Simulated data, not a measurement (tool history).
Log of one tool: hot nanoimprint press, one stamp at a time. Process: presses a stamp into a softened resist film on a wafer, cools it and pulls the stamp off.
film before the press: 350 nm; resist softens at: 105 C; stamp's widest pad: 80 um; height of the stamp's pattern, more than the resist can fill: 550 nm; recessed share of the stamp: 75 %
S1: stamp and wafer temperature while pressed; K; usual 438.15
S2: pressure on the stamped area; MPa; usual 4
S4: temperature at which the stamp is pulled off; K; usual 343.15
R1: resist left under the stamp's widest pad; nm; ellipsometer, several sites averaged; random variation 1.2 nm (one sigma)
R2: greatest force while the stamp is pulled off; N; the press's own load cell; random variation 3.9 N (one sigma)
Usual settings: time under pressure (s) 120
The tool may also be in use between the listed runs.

{"run": 1, "hour": 0.0, "S1": 438.15, "S2": 4, "time under pressure (s)": 120, "S4": 343.15, "R1": 186.3, "R2": 195}
{"run": 2, "hour": 11.6, "S1": 438.15, "S2": 4, "time under pressure (s)": 120, "S4": 343.15, "R1": 186.9, "R2": 196}
{"run": 3, "hour": 18.5, "S1": 438.15, "S2": 4, "time under pressure (s)": 120, "S4": 343.15, "R1": 190.1, "R2": 199}
{"run": 4, "hour": 28.9, "S1": 438.15, "S2": 4, "time under pressure (s)": 120, "S4": 343.15, "R1": 187.8, "R2": 194}
{"run": 5, "hour": 35.2, "S1": 438.15, "S2": 4, "time under pressure (s)": 120, "S4": 343.15, "R1": 189.3, "R2": 194}
{"hour": 39.0, "done": "plate thermocouple calibrated"}
{"run": 6, "hour": 48.6, "S1": 438.15, "S2": 4, "time under pressure (s)": 120, "S4": 337.15, "R1": 188.7, "R2": 241}
{"run": 7, "hour": 56.1, "S1": 443.15, "S2": 4, "time under pressure (s)": 120, "S4": 343.15, "R1": 140.6, "R2": 206}
{"hour": 62.5, "done": "plate thermocouple calibrated, once more"}
{"run": 8, "hour": 65.5, "S1": 438.15, "S2": 4, "time under pressure (s)": 177, "S4": 343.15, "R1": 158.8, "R2": 199}
{"run": 9, "hour": 77.8, "S1": 438.15, "S2": 4.68, "time under pressure (s)": 120, "S4": 346.15, "R1": 174.5, "R2": 190}
{"run": 10, "hour": 89.4, "S1": 438.15, "S2": 4.68, "time under pressure (s)": 120, "S4": 346.15, "R1": 174.1, "R2": 187}
{"run": 11, "hour": 100.2, "S1": 435.15, "S2": 4.04, "time under pressure (s)": 120, "S4": 329.15, "R1": 219.9, "R2": 284}
{"run": 12, "hour": 111.0, "S1": 435.15, "S2": 4.04, "time under pressure (s)": 120, "S4": 329.15, "R1": 220.6, "R2": 296}
{"run": 13, "hour": 120.9, "S1": 435.15, "S2": 4.04, "time under pressure (s)": 120, "S4": 329.15, "R1": 215.9, "R2": 292}
{"run": 14, "hour": 128.9, "S1": 435.15, "S2": 4.04, "time under pressure (s)": 120, "S4": 329.15, "R1": 220, "R2": 308}
{"run": 15, "hour": 139.1, "S1": 438.15, "S2": 3.97, "time under pressure (s)": 193, "S4": 336.15, "R1": 156.5, "R2": 275}

Forecast each of these 5 alternatives for the next run:
{"run": "A", "hour": 151.4, "S1": 439.15, "S2": 3.97, "time under pressure (s)": 193, "S4": 336.15, "R1": "?", "R2": "?"}
{"run": "B", "hour": 151.4, "S1": 438.15, "S2": 3.55, "time under pressure (s)": 165, "S4": 343.15, "R1": "?", "R2": "?"}
{"run": "C", "hour": 151.4, "S1": 448.15, "S2": 3.97, "time under pressure (s)": 63, "S4": 336.15, "R1": "?", "R2": "?"}
{"run": "D", "hour": 151.4, "S1": 445.15, "S2": 4.08, "time under pressure (s)": 120, "S4": 343.15, "R1": "?", "R2": "?"}
{"run": "E", "hour": 151.4, "S1": 445.15, "S2": 3.28, "time under pressure (s)": 224, "S4": 336.15, "R1": "?", "R2": "?"}

run=A R1=148.3 R2=264
run=B R1=172.6 R2=226
run=C R1=133.6 R2=266
run=D R1=118.8 R2=223
run=E R1=98.4 R2=267
Without the tool's hidden state the same runs would have given:
run=A R1=142.8 R2=222
run=B R1=166.8 R2=191
run=C R1=128.9 R2=224
run=D R1=114.3 R2=188
run=E R1=94.8 R2=225
